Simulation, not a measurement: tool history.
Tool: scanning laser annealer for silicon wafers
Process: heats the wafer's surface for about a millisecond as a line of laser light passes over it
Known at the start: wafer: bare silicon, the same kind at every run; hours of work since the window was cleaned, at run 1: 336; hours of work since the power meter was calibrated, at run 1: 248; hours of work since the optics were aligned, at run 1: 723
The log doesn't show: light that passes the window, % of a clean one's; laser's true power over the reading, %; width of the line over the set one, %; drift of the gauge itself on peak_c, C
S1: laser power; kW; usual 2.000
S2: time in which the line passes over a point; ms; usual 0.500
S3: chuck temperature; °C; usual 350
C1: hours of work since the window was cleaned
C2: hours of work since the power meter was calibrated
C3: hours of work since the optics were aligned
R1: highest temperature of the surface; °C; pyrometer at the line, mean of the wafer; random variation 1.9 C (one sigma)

Run 1, hour 0.0: usual settings; C1 336; C2 248; C3 723. Result: R1 1066 °C.
Run 2, hour 13.5: usual settings; C1 346; C2 259; C3 733. Result: R1 1063 °C.
Run 3, hour 23.0: usual settings; C1 353; C2 266; C3 740. Result: R1 1059 °C.
Run 4, hour 30.4: usual settings but S2 0.525 ms; C1 359; C2 271; C3 746. Result: R1 1079 °C.
Run 5, hour 39.8: usual settings; C1 366; C2 278; C3 753. Result: R1 1061 °C.
Run 6, hour 47.9: usual settings; C1 372; C2 284; C3 759. Result: R1 1060 °C.
Run 7, hour 59.2: usual settings; C1 380; C2 293; C3 767. Result: R1 1061 °C.
Run 8, hour 65.8: usual settings; C1 385; C2 298; C3 772. Result: R1 1059 °C.
Run 9, hour 72.7: usual settings; C1 391; C2 303; C3 778. Result: R1 1058 °C.
Run 10, hour 82.7: usual settings; C1 398; C2 311; C3 785. Result: R1 1058 °C.
Run 11, hour 89.8: usual settings but S3 335 °C; C1 404; C2 316; C3 791. Result: R1 1045 °C.
Run 12, hour 99.3: usual settings; C1 411; C2 323; C3 798. Result: R1 1059 °C.
At hour 103.2: laser's power meter calibrated.
Run 13, hour 114.9: usual settings; C1 420; C2 9; C3 807. Result: R1 1057 °C.
Run 14, hour 125.7: usual settings; C1 428; C2 17; C3 815. Result: R1 1059 °C.
Run 15, hour 133.9: usual settings but S1 1.816 kW, S2 0.534 ms, S3 360 °C; C1 435; C2 23; C3 822. Result: R1 1010 °C.
Run 16, hour 146.7: usual settings but S1 1.816 kW, S2 0.534 ms, S3 360 °C; C1 444; C2 33; C3 831. Result: R1 1007 °C.
At hour 155.3: laser's power meter calibrated, once more.
Run 17, hour 160.8: usual settings but S1 2.182 kW, S2 0.592 ms, S3 339 °C; C1 453; C2 4; C3 840. Result: R1 1188 °C.
Run 18, hour 166.9: usual settings but S1 1.934 kW, S2 0.547 ms, S3 339 °C; C1 457; C2 9; C3 844. Result: R1 1047 °C.
Run 19, hour 180.8: usual settings but S1 1.934 kW, S2 0.547 ms, S3 339 °C; C1 468; C2 19; C3 855. Result: R1 1050 °C.
Run 20, hour 189.7: usual settings but S1 1.846 kW, S3 313 °C; C1 474; C2 26; C3 861. Result: R1 956 °C.
Run 21, hour 198.2: usual settings but S2 0.616 ms; C1 481; C2 32; C3 868. Result: R1 1128 °C.
Run 22, hour 207.8: usual settings but S1 2.110 kW, S2 0.606 ms, S3 316 °C; C1 488; C2 40; C3 875. Result: R1 1138 °C.
Run 23, hour 218.9: usual settings but S1 2.110 kW, S2 0.606 ms, S3 316 °C; C1 497; C2 48; C3 884. Result: R1 1137 °C.
Run 24, hour 224.8: usual settings but S1 1.777 kW; C1 501; C2 53; C3 888. Result: R1 961 °C.
Run 25, hour 232.0: usual settings but S1 1.777 kW; C1 506; C2 58; C3 893. Result: R1 963 °C.
Run 26, hour 240.7: usual settings but S1 1.889 kW, S2 0.386 ms, S3 360 °C; C1 513; C2 65; C3 900. Result: R1 940 °C.
Run 27, hour 253.9: usual settings but S2 0.467 ms, S3 355 °C; C1 523; C2 74; C3 910. Result: R1 1034 °C.

Forecast each of these 3 alternatives for the next run:
Run A, hour 266.9: usual settings but S1 1.746 kW; C1 533; C2 84; C3 920. Result: R1 ?.
Run B, hour 266.9: usual settings but S1 2.099 kW, S2 0.467 ms, S3 355 °C; C1 533; C2 84; C3 920. Result: R1 ?.
Run C, hour 266.9: usual settings but S2 0.441 ms; C1 533; C2 84; C3 920. Result: R1 ?.

run    R1
  A   952
  B  1073
  C  1008
Without the tool's hidden state the same runs would have given:
run    R1
  A   996
  B  1126
  C  1057

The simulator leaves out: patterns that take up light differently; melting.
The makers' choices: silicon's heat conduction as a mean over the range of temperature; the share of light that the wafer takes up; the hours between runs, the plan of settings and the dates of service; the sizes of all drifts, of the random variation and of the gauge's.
